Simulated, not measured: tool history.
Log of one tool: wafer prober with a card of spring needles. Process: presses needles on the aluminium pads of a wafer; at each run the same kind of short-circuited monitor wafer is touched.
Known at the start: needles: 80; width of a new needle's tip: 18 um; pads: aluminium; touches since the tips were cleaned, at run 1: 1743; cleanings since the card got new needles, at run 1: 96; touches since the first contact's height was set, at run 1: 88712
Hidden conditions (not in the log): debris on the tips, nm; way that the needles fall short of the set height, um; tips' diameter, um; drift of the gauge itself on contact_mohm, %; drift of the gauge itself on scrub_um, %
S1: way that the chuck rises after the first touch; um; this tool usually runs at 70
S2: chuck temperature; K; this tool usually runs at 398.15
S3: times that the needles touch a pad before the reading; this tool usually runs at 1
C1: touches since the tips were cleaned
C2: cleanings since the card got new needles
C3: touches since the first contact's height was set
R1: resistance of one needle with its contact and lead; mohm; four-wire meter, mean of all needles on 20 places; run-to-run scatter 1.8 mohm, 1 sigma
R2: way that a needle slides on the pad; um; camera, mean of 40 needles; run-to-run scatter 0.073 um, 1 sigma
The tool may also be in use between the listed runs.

| run | day | S1 | S2 | S3 | C1 | C2 | C3 | R1 | R2 |
|---|---|---|---|---|---|---|---|---|---|
| 1 | 0 | 70 | 398.15 | 1 | 1743 | 96 | 88712 | 338 | 18.72 |
|  | 0.338 | tips cleaned on abrasive film |
| 2 | 0.554 | 70 | 398.15 | 3 | 2624 | 97 | 95322 | 260 | 18.91 |
|  | 0.875 | tips cleaned on abrasive film |
|  | 1.375 | tips cleaned on abrasive film |
| 3 | 1.375 | 53 | 398.15 | 3 | 0 | 99 | 105103 | 218 | 14.03 |
|  | 1.821 | tips cleaned on abrasive film |
| 4 | 1.992 | 70 | 398.15 | 1 | 2057 | 100 | 112431 | 359 | 18.72 |
|  | 2.354 | tips cleaned on abrasive film |
|  | 2.825 | tips cleaned on abrasive film |
| 5 | 2.825 | 70 | 398.15 | 1 | 0 | 102 | 122387 | 216 | 18.68 |
|  | 3.325 | tips cleaned on abrasive film |
|  | 3.783 | tips cleaned on abrasive film |
| 6 | 3.996 | 70 | 398.15 | 1 | 2532 | 104 | 136312 | 390 | 18.64 |
|  | 4.271 | tips cleaned on abrasive film |
|  | 4.788 | tips cleaned on abrasive film |
| 7 | 5.05 | 70 | 324.15 | 1 | 3164 | 106 | 148896 | 406 | 18.44 |
|  | 5.242 | tips cleaned on abrasive film |
| 8 | 5.6 | 51 | 398.15 | 1 | 4333 | 107 | 155478 | 628 | 13.5 |
|  | 5.7 | tips cleaned on abrasive film |
|  | 6.2 | tips cleaned on abrasive film |
| 9 | 6.321 | 51 | 398.15 | 1 | 1469 | 109 | 164029 | 461 | 13.37 |
|  | 6.646 | tips cleaned on abrasive film |
|  | 7.167 | tips cleaned on abrasive film |
| 10 | 7.183 | 70 | 398.15 | 1 | 187 | 111 | 174304 | 242 | 18.52 |
|  | 7.667 | tips cleaned on abrasive film |
|  | 8.154 | tips cleaned on abrasive film |
| 11 | 8.354 | 70 | 398.15 | 1 | 2415 | 113 | 188254 | 379 | 18.41 |
|  | 8.638 | tips cleaned on abrasive film |
| 12 | 8.858 | 70 | 398.15 | 1 | 2669 | 114 | 194300 | 382 | 18.43 |
|  | 9.142 | tips cleaned on abrasive film |
|  | 9.6 | tips cleaned on abrasive film |
| 13 | 9.892 | 70 | 398.15 | 1 | 3529 | 116 | 206616 | 410 | 18.48 |
|  | 10.129 | tips cleaned on abrasive film |
|  | 10.583 | tips cleaned on abrasive film |
| 14 | 10.95 | 70 | 398.15 | 1 | 4411 | 118 | 219219 | 434 | 18.28 |
|  | 11.054 | tips cleaned on abrasive film |
|  | 11.533 | tips cleaned on abrasive film |
|  | 11.996 | tips cleaned on abrasive film |
| 15 | 12.025 | 70 | 398.15 | 1 | 356 | 121 | 231973 | 245 | 18.41 |
|  | 12.275 | height of the first contact set anew |
|  | 12.492 | tips cleaned on abrasive film |
|  | 13 | tips cleaned on abrasive film |
| 16 | 13.258 | 70 | 398.15 | 1 | 3117 | 123 | 11745 | 403 | 17.76 |
|  | 13.462 | tips cleaned on abrasive film |
|  | 13.912 | tips cleaned on abrasive film |
|  | 14.383 | tips cleaned on abrasive film |
| 17 | 14.454 | 70 | 398.15 | 2 | 807 | 126 | 25922 | 255 | 17.76 |
|  | 14.833 | tips cleaned on abrasive film |
| 18 | 15.029 | 61 | 298.15 | 3 | 2350 | 127 | 32779 | 291 | 15.4 |
|  | 15.304 | tips cleaned on abrasive film |
|  | 15.833 | tips cleaned on abrasive film |
| 19 | 15.9 | 61 | 298.15 | 3 | 796 | 129 | 43165 | 227 | 15.25 |
|  | 16.35 | tips cleaned on abrasive film |
| 20 | 16.667 | 86 | 316.15 | 2 | 3820 | 130 | 52333 | 285 | 22.06 |
|  | 16.733 | height of the first contact set anew, once more |
|  | 16.804 | tips cleaned on abrasive film |
|  | 17.325 | tips cleaned on abrasive film |
| 21 | 17.333 | 68 | 304.15 | 2 | 70 | 132 | 7119 | 204 | 18.39 |
|  | 17.788 | tips cleaned on abrasive film |
| 22 | 17.879 | 68 | 331.15 | 2 | 1128 | 133 | 13658 | 261 | 18.42 |
|  | 18.308 | tips cleaned on abrasive film |
|  | 18.762 | tips cleaned on abrasive film |
| 23 | 19.075 | 87 | 355.15 | 2 | 3740 | 135 | 27897 | 277 | 23.47 |
|  | 19.242 | tips cleaned on abrasive film |
|  | 19.721 | tips cleaned on abrasive film |
| 24 | 20.142 | 70 | 341.15 | 2 | 5080 | 137 | 40650 | 345 | 18.92 |
|  | 20.258 | tips cleaned on abrasive film |
|  | 20.704 | tips cleaned on abrasive film |
| 25 | 20.996 | 71 | 299.15 | 1 | 3530 | 139 | 50800 | 422 | 19.11 |
|  | 21.162 | tips cleaned on abrasive film |
|  | 21.667 | tips cleaned on abrasive film |
| 26 | 21.725 | 71 | 398.15 | 1 | 697 | 141 | 59481 | 268 | 19.18 |
|  | 22.129 | tips cleaned on abrasive film |
|  | 22.579 | tips cleaned on abrasive film |
| 27 | 22.929 | 71 | 398.15 | 1 | 4199 | 143 | 73825 | 421 | 19.13 |
|  | 23.075 | tips cleaned on abrasive film |
|  | 23.558 | tips cleaned on abrasive film |
|  | 24.021 | tips cleaned on abrasive film |
| 28 | 24.154 | 59 | 319.15 | 1 | 1605 | 146 | 88420 | 404 | 15.78 |
|  | 24.558 | tips cleaned on abrasive film |
|  | 25.004 | tips cleaned on abrasive film |
| 29 | 25.046 | 59 | 336.15 | 2 | 518 | 148 | 99043 | 260 | 15.7 |

How the hidden state differs across the entries between the runs, from the last listed run before each to the first after it:
From run 1 to run 2: tips cleaned on abrasive film (day 0.338)
  debris on the tips, nm: 75.9 -> 97.6; way that the needles fall short of the set height, um: 1.07 -> 1.12; tips' diameter, um: 20.21 -> 20.23
  measured less the result without the state, R1: +143 -> +67 mohm; R2: -0.29 -> -0.31 um
From run 2 to run 3: tips cleaned on abrasive film (day 0.875); tips cleaned on abrasive film (day 1.375)
  debris on the tips, nm: 97.6 -> 11; way that the needles fall short of the set height, um: 1.12 -> 1.26; tips' diameter, um: 20.23 -> 20.28
  measured less the result without the state, R1: +67 -> +17 mohm; R2: -0.31 -> -0.34 um
From run 3 to run 4: tips cleaned on abrasive film (day 1.821)
  debris on the tips, nm: 11 -> 87; way that the needles fall short of the set height, um: 1.26 -> 1.31; tips' diameter, um: 20.28 -> 20.3
  measured less the result without the state, R1: +17 -> +165 mohm; R2: -0.34 -> -0.36 um
From run 4 to run 5: tips cleaned on abrasive film (day 2.354); tips cleaned on abrasive film (day 2.825)
  debris on the tips, nm: 87 -> 10.3; way that the needles fall short of the set height, um: 1.31 -> 1.41; tips' diameter, um: 20.3 -> 20.33
  measured less the result without the state, R1: +165 -> +23 mohm; R2: -0.36 -> -0.39 um
From run 5 to run 6: tips cleaned on abrasive film (day 3.325); tips cleaned on abrasive film (day 3.783)
  debris on the tips, nm: 10.3 -> 101.1; way that the needles fall short of the set height, um: 1.41 -> 1.55; tips' diameter, um: 20.33 -> 20.38
  measured less the result without the state, R1: +23 -> +195 mohm; R2: -0.39 -> -0.42 um
From run 6 to run 7: tips cleaned on abrasive film (day 4.271); tips cleaned on abrasive film (day 4.788)
  debris on the tips, nm: 101.1 -> 104.8; way that the needles fall short of the set height, um: 1.55 -> 1.67; tips' diameter, um: 20.38 -> 20.42
  measured less the result without the state, R1: +195 -> +228 mohm; R2: -0.42 -> -0.45 um
From run 7 to run 8: tips cleaned on abrasive film (day 5.242)
  debris on the tips, nm: 104.8 -> 119.4; way that the needles fall short of the set height, um: 1.67 -> 1.75; tips' diameter, um: 20.42 -> 20.45
  measured less the result without the state, R1: +228 -> +425 mohm; R2: -0.45 -> -0.48 um
From run 8 to run 9: tips cleaned on abrasive film (day 5.7); tips cleaned on abrasive film (day 6.2)
  debris on the tips, nm: 119.4 -> 72.5; way that the needles fall short of the set height, um: 1.75 -> 1.87; tips' diameter, um: 20.45 -> 20.49
  measured less the result without the state, R1: +425 -> +261 mohm; R2: -0.48 -> -0.51 um
From run 9 to run 10: tips cleaned on abrasive film (day 6.646); tips cleaned on abrasive film (day 7.167)
  debris on the tips, nm: 72.5 -> 24.7; way that the needles fall short of the set height, um: 1.87 -> 1.96; tips' diameter, um: 20.49 -> 20.53
  measured less the result without the state, R1: +261 -> +51 mohm; R2: -0.51 -> -0.54 um
From run 10 to run 11: tips cleaned on abrasive film (day 7.667); tips cleaned on abrasive film (day 8.154)
  debris on the tips, nm: 24.7 -> 92.9; way that the needles fall short of the set height, um: 1.96 -> 2.1; tips' diameter, um: 20.53 -> 20.58
  measured less the result without the state, R1: +51 -> +184 mohm; R2: -0.54 -> -0.57 um
From run 11 to run 12: tips cleaned on abrasive film (day 8.638)
  debris on the tips, nm: 92.9 -> 92; way that the needles fall short of the set height, um: 2.1 -> 2.16; tips' diameter, um: 20.58 -> 20.6
  measured less the result without the state, R1: +184 -> +186 mohm; R2: -0.57 -> -0.59 um
From run 12 to run 13: tips cleaned on abrasive film (day 9.142); tips cleaned on abrasive film (day 9.6)
  debris on the tips, nm: 92 -> 107.7; way that the needles fall short of the set height, um: 2.16 -> 2.28; tips' diameter, um: 20.6 -> 20.64
  measured less the result without the state, R1: +186 -> +217 mohm; R2: -0.59 -> -0.62 um
From run 13 to run 14: tips cleaned on abrasive film (day 10.129); tips cleaned on abrasive film (day 10.583)
  debris on the tips, nm: 107.7 -> 121; way that the needles fall short of the set height, um: 2.28 -> 2.44; tips' diameter, um: 20.64 -> 20.69
  measured less the result without the state, R1: +217 -> +241 mohm; R2: -0.62 -> -0.66 um
From run 14 to run 15: tips cleaned on abrasive film (day 11.054); tips cleaned on abrasive film (day 11.533); tips cleaned on abrasive film (day 11.996)
  debris on the tips, nm: 121 -> 22.7; way that the needles fall short of the set height, um: 2.44 -> 2.63; tips' diameter, um: 20.69 -> 20.76
  measured less the result without the state, R1: +241 -> +50 mohm; R2: -0.66 -> -0.72 um
From run 15 to run 16: height of the first contact set anew (day 12.275); tips cleaned on abrasive film (day 12.492); tips cleaned on abrasive film (day 13)
  debris on the tips, nm: 22.7 -> 98.9; way that the needles fall short of the set height, um: 2.63 -> 4.47; tips' diameter, um: 20.76 -> 20.8
  measured less the result without the state, R1: +50 -> +212 mohm; R2: -0.72 -> -1.22 um
From run 16 to run 17: tips cleaned on abrasive film (day 13.462); tips cleaned on abrasive film (day 13.912); tips cleaned on abrasive film (day 14.383)
  debris on the tips, nm: 98.9 -> 43.2; way that the needles fall short of the set height, um: 4.47 -> 4.66; tips' diameter, um: 20.8 -> 20.87
  measured less the result without the state, R1: +212 -> +62 mohm; R2: -1.22 -> -1.26 um
From run 17 to run 18: tips cleaned on abrasive film (day 14.833)
  debris on the tips, nm: 43.2 -> 93.6; way that the needles fall short of the set height, um: 4.66 -> 4.73; tips' diameter, um: 20.87 -> 20.89
  measured less the result without the state, R1: +62 -> +118 mohm; R2: -1.26 -> -1.29 um
From run 18 to run 19: tips cleaned on abrasive film (day 15.304); tips cleaned on abrasive film (day 15.833)
  debris on the tips, nm: 93.6 -> 40.5; way that the needles fall short of the set height, um: 4.73 -> 4.85; tips' diameter, um: 20.89 -> 20.94
  measured less the result without the state, R1: +118 -> +54 mohm; R2: -1.29 -> -1.32 um
From run 19 to run 20: tips cleaned on abrasive film (day 16.35)
  debris on the tips, nm: 40.5 -> 110.1; way that the needles fall short of the set height, um: 4.85 -> 4.91; tips' diameter, um: 20.94 -> 20.96
  measured less the result without the state, R1: +54 -> +112 mohm; R2: -1.32 -> -1.33 um
From run 20 to run 21: height of the first contact set anew, once more (day 16.733); tips cleaned on abrasive film (day 16.804); tips cleaned on abrasive film (day 17.325)
  debris on the tips, nm: 110.1 -> 17; way that the needles fall short of the set height, um: 4.91 -> 0.14; tips' diameter, um: 20.96 -> 21
  measured less the result without the state, R1: +112 -> +27 mohm; R2: -1.33 -> -0.04 um
From run 21 to run 22: tips cleaned on abrasive film (day 17.788)
  debris on the tips, nm: 17 -> 59.5; way that the needles fall short of the set height, um: 0.14 -> 0.21; tips' diameter, um: 21 -> 21.03
  measured less the result without the state, R1: +27 -> +84 mohm; R2: -0.04 -> -0.06 um
From run 22 to run 23: tips cleaned on abrasive film (day 18.308); tips cleaned on abrasive film (day 18.762)
  debris on the tips, nm: 59.5 -> 113.6; way that the needles fall short of the set height, um: 0.21 -> 0.37; tips' diameter, um: 21.03 -> 21.09
  measured less the result without the state, R1: +84 -> +97 mohm; R2: -0.06 -> -0.11 um
From run 23 to run 24: tips cleaned on abrasive film (day 19.242); tips cleaned on abrasive film (day 19.721)
  debris on the tips, nm: 113.6 -> 125.8; way that the needles fall short of the set height, um: 0.37 -> 0.52; tips' diameter, um: 21.09 -> 21.14
  measured less the result without the state, R1: +97 -> +164 mohm; R2: -0.11 -> -0.14 um
From run 24 to run 25: tips cleaned on abrasive film (day 20.258); tips cleaned on abrasive film (day 20.704)
  debris on the tips, nm: 125.8 -> 107.7; way that the needles fall short of the set height, um: 0.52 -> 0.66; tips' diameter, um: 21.14 -> 21.19
  measured less the result without the state, R1: +164 -> +248 mohm; R2: -0.14 -> -0.18 um
From run 25 to run 26: tips cleaned on abrasive film (day 21.162); tips cleaned on abrasive film (day 21.667)
  debris on the tips, nm: 107.7 -> 37.6; way that the needles fall short of the set height, um: 0.66 -> 0.78; tips' diameter, um: 21.19 -> 21.23
  measured less the result without the state, R1: +248 -> +76 mohm; R2: -0.18 -> -0.21 um
From run 26 to run 27: tips cleaned on abrasive film (day 22.129); tips cleaned on abrasive film (day 22.579)
  debris on the tips, nm: 37.6 -> 115.4; way that the needles fall short of the set height, um: 0.78 -> 0.93; tips' diameter, um: 21.23 -> 21.28
  measured less the result without the state, R1: +76 -> +228 mohm; R2: -0.21 -> -0.26 um
From run 27 to run 28: tips cleaned on abrasive film (day 23.075); tips cleaned on abrasive film (day 23.558); tips cleaned on abrasive film (day 24.021)
  debris on the tips, nm: 115.4 -> 67.1; way that the needles fall short of the set height, um: 0.93 -> 1.11; tips' diameter, um: 21.28 -> 21.34
  measured less the result without the state, R1: +228 -> +221 mohm; R2: -0.26 -> -0.3 um
From run 28 to run 29: tips cleaned on abrasive film (day 24.558); tips cleaned on abrasive film (day 25.004)
  debris on the tips, nm: 67.1 -> 36.4; way that the needles fall short of the set height, um: 1.11 -> 1.21; tips' diameter, um: 21.34 -> 21.38
  measured less the result without the state, R1: +221 -> +73 mohm; R2: -0.3 -> -0.33 um

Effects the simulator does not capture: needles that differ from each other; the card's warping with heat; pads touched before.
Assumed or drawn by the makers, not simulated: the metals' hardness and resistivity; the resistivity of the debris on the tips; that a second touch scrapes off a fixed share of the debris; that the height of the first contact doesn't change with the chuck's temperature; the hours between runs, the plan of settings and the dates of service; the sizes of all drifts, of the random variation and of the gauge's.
